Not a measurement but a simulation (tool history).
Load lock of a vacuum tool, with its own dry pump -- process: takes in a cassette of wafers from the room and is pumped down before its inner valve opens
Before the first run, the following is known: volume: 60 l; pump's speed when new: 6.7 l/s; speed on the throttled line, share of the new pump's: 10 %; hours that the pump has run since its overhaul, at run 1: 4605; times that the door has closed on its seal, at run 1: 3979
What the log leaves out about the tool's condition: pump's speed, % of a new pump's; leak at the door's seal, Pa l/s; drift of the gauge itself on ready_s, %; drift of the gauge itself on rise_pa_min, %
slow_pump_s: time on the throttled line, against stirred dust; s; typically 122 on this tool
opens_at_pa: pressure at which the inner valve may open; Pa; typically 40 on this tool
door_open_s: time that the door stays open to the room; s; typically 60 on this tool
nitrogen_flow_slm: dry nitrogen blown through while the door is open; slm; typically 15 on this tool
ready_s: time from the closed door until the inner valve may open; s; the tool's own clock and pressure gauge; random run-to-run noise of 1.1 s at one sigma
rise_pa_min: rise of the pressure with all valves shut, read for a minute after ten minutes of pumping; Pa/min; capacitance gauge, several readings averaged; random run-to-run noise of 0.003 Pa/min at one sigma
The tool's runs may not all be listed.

run,hour,slow_pump_s,opens_at_pa,door_open_s,nitrogen_flow_slm,hours that the pump has run since its overhaul,times that the door has closed on its seal,"incoming humidity of the room's air, %",ready_s,rise_pa_min
1,0,122,40,60,15,4605,3979,46.5,188.6,0.043
2,533.6,122,40,60,15,5138,4536,45.1,190,0.045
3,1083.9,70,40,60,15,5689,5111,46.8,144.9,0.047
4,1416.9,70,40,60,15,6022,5459,49.1,148.3,0.044
5,1993.1,122,40,37,15,6598,6061,41.3,191.3,0.047
6,2476.8,122,40,138,15,7082,6567,42.8,195,0.064
7,3000.5,122,40,138,15,7605,7114,45.6,195.4,0.067
8,3385.6,122,40,138,15,7990,7516,44.6,195.7,0.066
9,3870.9,122,40,32,15,8476,8023,44,197.3,0.058
10,4204.7,122,40,32,15,8809,8372,43.9,198.9,0.067
11,4774.3,122,40,32,15,9379,8967,45.7,203,0.067
# hour 5064.9: dry pump taken out, an overhauled one fitted
12,5225.9,122,40,32,15,161,9432,42.5,181.7,0.073
13,5515.1,122,40,32,15,450,9735,45.7,181.8,0.069
14,5932.6,122,40,60,15,868,10171,39.3,182.9,0.071
15,6433.7,183,62,59,34,1369,10694,40.8,234,0.076
16,6810,178,40,63,15,1745,11087,44.1,237.2,0.085
17,7186.1,75,40,31,11,2121,11480,44.4,143.1,0.087
18,7505.4,75,40,31,11,2441,11814,46.9,143.2,0.092
19,7990.8,75,40,83,31,2926,12321,42.6,144.5,0.079
20,8378.8,64,39,83,10,3314,12726,43.8,136.7,0.109
21,8954.2,122,40,113,16,3889,13328,45.8,186.3,0.109
22,9467,122,40,35,43,4402,13863,48,189.5,0.094
23,9794.7,110,42,43,15,4730,14206,49.8,177.3,0.103
24,10176.5,172,55,117,14,5112,14605,45.2,230.6,0.117
25,10424.7,172,55,117,14,5360,14864,44.5,233.4,0.117
26,10837.6,200,40,60,15,5773,15295,43.3,260.7,0.117
27,11262.2,96,53,45,5,6197,15739,41.7,167.7,0.124
28,11701,122,56,81,9,6636,16197,44.8,191.3,0.131

Alternative continuations, all from the tool just after run 28; predict every row:
A,12191.3,162,59,60,16,7126,16709,43.3,?,?
B,12191.3,154,51,81,7,7126,16709,45.9,?,?
C,12191.3,195,40,38,24,7126,16709,44.3,?,?
D,12191.3,234,58,60,15,7126,16709,44.9,?,?

run,ready_s,rise_pa_min
A,226.4,0.125
B,223.1,0.136
C,258.5,0.13
D,292.6,0.124
Take away the tool's hidden state, keep each run's random variation, and the runs would have read:
run,ready_s,rise_pa_min
A,213.3,0.016
B,209.5,0.026
C,245.6,0.02
D,281.4,0.014

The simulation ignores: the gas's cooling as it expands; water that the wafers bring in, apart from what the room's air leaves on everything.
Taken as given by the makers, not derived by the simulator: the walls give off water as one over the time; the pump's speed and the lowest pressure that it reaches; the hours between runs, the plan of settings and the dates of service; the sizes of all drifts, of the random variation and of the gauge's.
